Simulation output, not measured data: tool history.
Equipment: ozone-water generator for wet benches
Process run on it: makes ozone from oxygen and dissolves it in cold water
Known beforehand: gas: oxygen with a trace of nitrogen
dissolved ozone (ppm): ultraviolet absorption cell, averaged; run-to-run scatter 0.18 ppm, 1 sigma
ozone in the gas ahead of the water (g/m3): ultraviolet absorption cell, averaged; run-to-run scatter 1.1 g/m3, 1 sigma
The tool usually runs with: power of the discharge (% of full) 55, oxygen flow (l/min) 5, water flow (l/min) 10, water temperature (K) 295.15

run   hour  power of the discharge (% of full)  oxygen flow (l/min)  water flow (l/min)  water temperature (K)  dissolved ozone (ppm)  ozone in the gas ahead of the water (g/m3)
  1      0                                  55                    5                  10                 295.15                   25.6                                       189.3
  2   53.8                                  55                    5                  10                 295.15                   25.4                                       188.3
  3   88.7                                  55                    5                  10                 295.15                   25.6                                       188.1
  4  136.2                                  55                    5                  10                 294.15                     26                                       188.4
  5  183.5                                  55                    5                  10                 301.15                   22.3                                         188
  6  229.1                                  55                    5                  10                 301.15                   22.5                                         188
  7  291.3                                  55                    5                  10                 301.15                   22.7                                       188.1
  8  342.5                                  55                    5                  10                 301.15                   22.4                                       189.7
  9  393.9                                  55                    5                  10                 301.15                   22.2                                       186.7
 10    449                                  55                    5                  10                 301.15                   22.3                                         190
 11  478.7                                  55                    5                  10                 301.15                   22.5                                       187.8
 12  519.8                                  55                    5                  10                 301.15                   22.5                                       187.1
 13  578.7                                  55                    5                  10                 301.15                   22.7                                       188.9
 14  606.8                                  55                    5                  10                 295.15                   25.7                                       189.7
 15  636.7                                  55                  2.5                  10                 295.15                   28.7                                       288.5
 16  681.8                                  55                 2.65                  10                 295.15                   28.7                                       278.6
 17    721                                  55                 2.65                  10                 295.15                   28.5                                       276.6
 18  756.1                                  55                 2.65                  10                 295.15                   28.1                                         278
 19  802.4                                  87                 4.02                  10                 295.15                   37.4                                       305.9
 20  854.6                                  87                 4.02                  10                 295.15                     38                                       306.3
 21    909                                  55                 7.89                  10                 295.15                   22.3                                       142.1

For run 22, what comes out?
 22  972.3                                  55                 7.89                  10                 295.15                      ?                                           ?

dissolved ozone (ppm): 22.1
ozone in the gas ahead of the water (g/m3): 142.4
If the tool had no hidden condition, the same run with the same run-to-run variation would have returned dissolved ozone (ppm) 22.1, ozone in the gas ahead of the water (g/m3) 142.5.

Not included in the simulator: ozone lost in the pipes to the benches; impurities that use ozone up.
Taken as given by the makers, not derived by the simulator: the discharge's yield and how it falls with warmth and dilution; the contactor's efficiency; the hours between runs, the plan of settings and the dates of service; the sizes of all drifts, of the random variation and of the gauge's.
